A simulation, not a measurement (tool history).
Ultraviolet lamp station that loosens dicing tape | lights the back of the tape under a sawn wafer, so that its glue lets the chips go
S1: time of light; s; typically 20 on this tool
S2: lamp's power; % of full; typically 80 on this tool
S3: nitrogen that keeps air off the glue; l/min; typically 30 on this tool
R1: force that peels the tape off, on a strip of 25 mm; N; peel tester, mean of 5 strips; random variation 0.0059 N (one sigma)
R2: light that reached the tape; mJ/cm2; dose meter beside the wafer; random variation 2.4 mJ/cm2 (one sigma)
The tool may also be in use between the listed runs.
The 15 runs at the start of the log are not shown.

{"run": 16, "hour": 122.6, "S1": 20, "S2": 80, "S3": 30, "R1": 0.173, "R2": 246}
{"run": 17, "hour": 130.6, "S1": 20, "S2": 64, "S3": 57, "R1": 0.243, "R2": 196}
{"run": 18, "hour": 137.6, "S1": 20, "S2": 64, "S3": 57, "R1": 0.232, "R2": 195}
{"run": 19, "hour": 145.5, "S1": 11, "S2": 65, "S3": 9, "R1": 1.872, "R2": 107}
{"run": 20, "hour": 154.4, "S1": 24, "S2": 89, "S3": 42, "R1": 0.084, "R2": 328}
{"run": 21, "hour": 164.5, "S1": 12, "S2": 80, "S3": 30, "R1": 0.666, "R2": 147}
{"run": 22, "hour": 171.3, "S1": 14, "S2": 99, "S3": 30, "R1": 0.261, "R2": 207}
{"run": 23, "hour": 178.2, "S1": 15, "S2": 68, "S3": 54, "R1": 0.458, "R2": 158}
{"run": 24, "hour": 187.7, "S1": 15, "S2": 68, "S3": 54, "R1": 0.436, "R2": 153}
{"run": 25, "hour": 196.6, "S1": 22, "S2": 80, "S3": 31, "R1": 0.134, "R2": 266}

Run 26, settings as shown, results not yet in. Your forecast:
{"run": 26, "hour": 201.4, "S1": 22, "S2": 63, "S3": 22, "R1": "?", "R2": "?"}

{"run 26": {"R1": 0.331, "R2": 209}}
Had the tool carried no hidden state, the very same run would have given R1 0.281 N, R2 222 mJ/cm2.
